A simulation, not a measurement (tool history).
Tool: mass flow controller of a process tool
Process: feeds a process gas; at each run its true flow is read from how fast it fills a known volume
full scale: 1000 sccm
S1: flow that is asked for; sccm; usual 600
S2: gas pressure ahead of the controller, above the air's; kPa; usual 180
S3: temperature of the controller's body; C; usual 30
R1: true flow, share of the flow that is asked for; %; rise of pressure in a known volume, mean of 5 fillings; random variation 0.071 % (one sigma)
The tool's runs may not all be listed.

Run 1, hour 0: usual settings. Result: R1 99.74 %.
Run 2, hour 171.7: usual settings. Result: R1 99.47 %.
Run 3, hour 271.6: usual settings. Result: R1 99.5 %.
Run 4, hour 416.6: usual settings but S2 225 kPa. Result: R1 99.34 %.
Run 5, hour 642.9: usual settings but S2 225 kPa. Result: R1 99.41 %.
Run 6, hour 740.3: usual settings but S2 225 kPa. Result: R1 99.23 %.
Run 7, hour 842.4: usual settings but S1 618 sccm. Result: R1 99.57 %.
Run 8, hour 965.8: usual settings. Result: R1 99.59 %.
Run 9, hour 1137.9: usual settings. Result: R1 99.57 %.
Run 10, hour 1241: usual settings. Result: R1 99.49 %.
Run 11, hour 1431.8: usual settings but S1 183 sccm, S2 234 kPa, S3 32 C. Result: R1 98.95 %.
Run 12, hour 1572.9: usual settings but S1 662 sccm, S2 271 kPa, S3 39 C. Result: R1 98.44 %.
Run 13, hour 1726.5: usual settings but S2 181 kPa. Result: R1 99.55 %.
Run 14, hour 1847.4: usual settings but S1 151 sccm, S2 269 kPa. Result: R1 98.84 %.
Run 15, hour 2061.7: usual settings but S1 247 sccm, S2 227 kPa. Result: R1 99.08 %.
Run 16, hour 2157.9: usual settings but S1 247 sccm, S2 268 kPa. Result: R1 99.03 %.

3 ways to go on from here, each from the tool as it stands after run 16. What would each give?
Run A, hour 2304: usual settings but S1 134 sccm, S3 23 C. Result: R1 ?.
Run B, hour 2304: usual settings but S1 369 sccm, S2 249 kPa, S3 23 C. Result: R1 ?.
Run C, hour 2304: usual settings but S1 817 sccm, S2 268 kPa, S3 34 C. Result: R1 ?.

run     R1
  A  99.87
  B  99.51
  C  98.79
Without the tool's hidden state the same runs would have given:
run     R1
  A  99.89
  B  99.52
  C  98.79

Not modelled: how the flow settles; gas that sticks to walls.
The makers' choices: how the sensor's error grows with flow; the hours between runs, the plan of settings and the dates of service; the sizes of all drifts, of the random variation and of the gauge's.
